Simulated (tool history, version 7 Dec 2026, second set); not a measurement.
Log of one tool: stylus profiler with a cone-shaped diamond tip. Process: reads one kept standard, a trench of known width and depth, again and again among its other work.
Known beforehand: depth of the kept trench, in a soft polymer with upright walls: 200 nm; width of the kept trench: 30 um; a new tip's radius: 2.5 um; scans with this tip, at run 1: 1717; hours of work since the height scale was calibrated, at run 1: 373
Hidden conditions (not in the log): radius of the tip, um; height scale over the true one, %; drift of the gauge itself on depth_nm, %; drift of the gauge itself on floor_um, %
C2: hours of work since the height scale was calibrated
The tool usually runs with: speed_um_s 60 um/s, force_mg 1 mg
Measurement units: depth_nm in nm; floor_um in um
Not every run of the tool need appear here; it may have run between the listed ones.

{"run": 1, "hour": 0.0, "speed_um_s": 60, "force_mg": 1, "scans with this tip": 1717, "C2": 373, "depth_nm": 201.24, "floor_um": 27.74}
{"run": 2, "hour": 62.0, "speed_um_s": 60, "force_mg": 1, "scans with this tip": 1910, "C2": 414, "depth_nm": 201.15, "floor_um": 27.74}
{"run": 3, "hour": 120.7, "speed_um_s": 60, "force_mg": 1, "scans with this tip": 2093, "C2": 454, "depth_nm": 200.95, "floor_um": 27.73}
{"run": 4, "hour": 178.8, "speed_um_s": 60, "force_mg": 1, "scans with this tip": 2273, "C2": 493, "depth_nm": 201.04, "floor_um": 27.63}
{"run": 5, "hour": 221.4, "speed_um_s": 41, "force_mg": 1, "scans with this tip": 2406, "C2": 522, "depth_nm": 201.05, "floor_um": 27.7}
{"run": 6, "hour": 305.1, "speed_um_s": 42, "force_mg": 1, "scans with this tip": 2666, "C2": 579, "depth_nm": 201.09, "floor_um": 27.73}
{"run": 7, "hour": 389.2, "speed_um_s": 42, "force_mg": 1, "scans with this tip": 2927, "C2": 635, "depth_nm": 200.93, "floor_um": 27.71}
{"run": 8, "hour": 455.0, "speed_um_s": 42, "force_mg": 1, "scans with this tip": 3132, "C2": 680, "depth_nm": 200.9, "floor_um": 27.67}
{"run": 9, "hour": 519.5, "speed_um_s": 60, "force_mg": 1, "scans with this tip": 3333, "C2": 723, "depth_nm": 200.88, "floor_um": 27.61}
{"run": 10, "hour": 604.8, "speed_um_s": 60, "force_mg": 1, "scans with this tip": 3598, "C2": 781, "depth_nm": 200.93, "floor_um": 27.6}
{"run": 11, "hour": 680.8, "speed_um_s": 60, "force_mg": 1, "scans with this tip": 3834, "C2": 832, "depth_nm": 200.64, "floor_um": 27.56}
{"run": 12, "hour": 751.9, "speed_um_s": 60, "force_mg": 1, "scans with this tip": 4055, "C2": 880, "depth_nm": 200.56, "floor_um": 27.55}
{"run": 13, "hour": 803.3, "speed_um_s": 60, "force_mg": 1.41, "scans with this tip": 4215, "C2": 915, "depth_nm": 201.26, "floor_um": 27.63}
{"hour": 816.2, "done": "height scale calibrated on a step standard"}
{"run": 14, "hour": 887.5, "speed_um_s": 60, "force_mg": 1.41, "scans with this tip": 4475, "C2": 48, "depth_nm": 202.03, "floor_um": 27.59}
{"run": 15, "hour": 963.4, "speed_um_s": 156, "force_mg": 1, "scans with this tip": 4711, "C2": 99, "depth_nm": 201.55, "floor_um": 27.11}
{"run": 16, "hour": 1008.5, "speed_um_s": 60, "force_mg": 1, "scans with this tip": 4851, "C2": 130, "depth_nm": 201.43, "floor_um": 27.47}
{"run": 17, "hour": 1053.2, "speed_um_s": 60, "force_mg": 1, "scans with this tip": 4990, "C2": 160, "depth_nm": 201.25, "floor_um": 27.51}
{"run": 18, "hour": 1123.6, "speed_um_s": 93, "force_mg": 0.69, "scans with this tip": 5209, "C2": 207, "depth_nm": 200.96, "floor_um": 27.27}
{"run": 19, "hour": 1185.0, "speed_um_s": 52, "force_mg": 0.4, "scans with this tip": 5400, "C2": 249, "depth_nm": 200.57, "floor_um": 27.32}
{"run": 20, "hour": 1253.4, "speed_um_s": 75, "force_mg": 0.47, "scans with this tip": 5613, "C2": 295, "depth_nm": 200.7, "floor_um": 27.26}
{"run": 21, "hour": 1323.9, "speed_um_s": 71, "force_mg": 1.18, "scans with this tip": 5832, "C2": 343, "depth_nm": 201.46, "floor_um": 27.47}
{"run": 22, "hour": 1384.2, "speed_um_s": 163, "force_mg": 1.18, "scans with this tip": 6019, "C2": 383, "depth_nm": 201.38, "floor_um": 27.06}
{"run": 23, "hour": 1470.1, "speed_um_s": 47, "force_mg": 1.21, "scans with this tip": 6286, "C2": 441, "depth_nm": 201.32, "floor_um": 27.51}
{"run": 24, "hour": 1512.4, "speed_um_s": 47, "force_mg": 1.65, "scans with this tip": 6418, "C2": 470, "depth_nm": 201.64, "floor_um": 27.54}
{"run": 25, "hour": 1557.2, "speed_um_s": 26, "force_mg": 0.81, "scans with this tip": 6557, "C2": 500, "depth_nm": 200.76, "floor_um": 27.52}
{"run": 26, "hour": 1596.5, "speed_um_s": 26, "force_mg": 0.81, "scans with this tip": 6680, "C2": 527, "depth_nm": 200.92, "floor_um": 27.61}
{"run": 27, "hour": 1661.9, "speed_um_s": 26, "force_mg": 0.81, "scans with this tip": 6883, "C2": 571, "depth_nm": 201.05, "floor_um": 27.53}
{"run": 28, "hour": 1728.3, "speed_um_s": 23, "force_mg": 1.26, "scans with this tip": 7089, "C2": 615, "depth_nm": 201.18, "floor_um": 27.6}
{"run": 29, "hour": 1812.1, "speed_um_s": 23, "force_mg": 1.26, "scans with this tip": 7350, "C2": 672, "depth_nm": 201.29, "floor_um": 27.59}
{"run": 30, "hour": 1891.3, "speed_um_s": 201, "force_mg": 1.17, "scans with this tip": 7596, "C2": 726, "depth_nm": 201.22, "floor_um": 26.82}
{"run": 31, "hour": 1928.9, "speed_um_s": 16, "force_mg": 1, "scans with this tip": 7713, "C2": 751, "depth_nm": 200.87, "floor_um": 27.56}

Predict each of these 5 candidate next runs independently; none follows another, all start after run 31:
{"run": "A", "hour": 1997.5, "speed_um_s": 50, "force_mg": 1.44, "scans with this tip": 7926, "C2": 797, "depth_nm": "?", "floor_um": "?"}
{"run": "B", "hour": 1997.5, "speed_um_s": 17, "force_mg": 0.85, "scans with this tip": 7926, "C2": 797, "depth_nm": "?", "floor_um": "?"}
{"run": "C", "hour": 1997.5, "speed_um_s": 21, "force_mg": 1.19, "scans with this tip": 7926, "C2": 797, "depth_nm": "?", "floor_um": "?"}
{"run": "D", "hour": 1997.5, "speed_um_s": 18, "force_mg": 0.81, "scans with this tip": 7926, "C2": 797, "depth_nm": "?", "floor_um": "?"}
{"run": "E", "hour": 1997.5, "speed_um_s": 68, "force_mg": 0.68, "scans with this tip": 7926, "C2": 797, "depth_nm": "?", "floor_um": "?"}

run=A depth_nm=201.22 floor_um=27.47
run=B depth_nm=200.66 floor_um=27.53
run=C depth_nm=200.92 floor_um=27.56
run=D depth_nm=200.64 floor_um=27.52
run=E depth_nm=200.54 floor_um=27.19
Had the tool no hidden state, the same runs would have come out as:
run=A depth_nm=201.97 floor_um=27.89
run=B depth_nm=201.41 floor_um=27.95
run=C depth_nm=201.67 floor_um=27.99
run=D depth_nm=201.39 floor_um=27.94
run=E depth_nm=201.28 floor_um=27.62

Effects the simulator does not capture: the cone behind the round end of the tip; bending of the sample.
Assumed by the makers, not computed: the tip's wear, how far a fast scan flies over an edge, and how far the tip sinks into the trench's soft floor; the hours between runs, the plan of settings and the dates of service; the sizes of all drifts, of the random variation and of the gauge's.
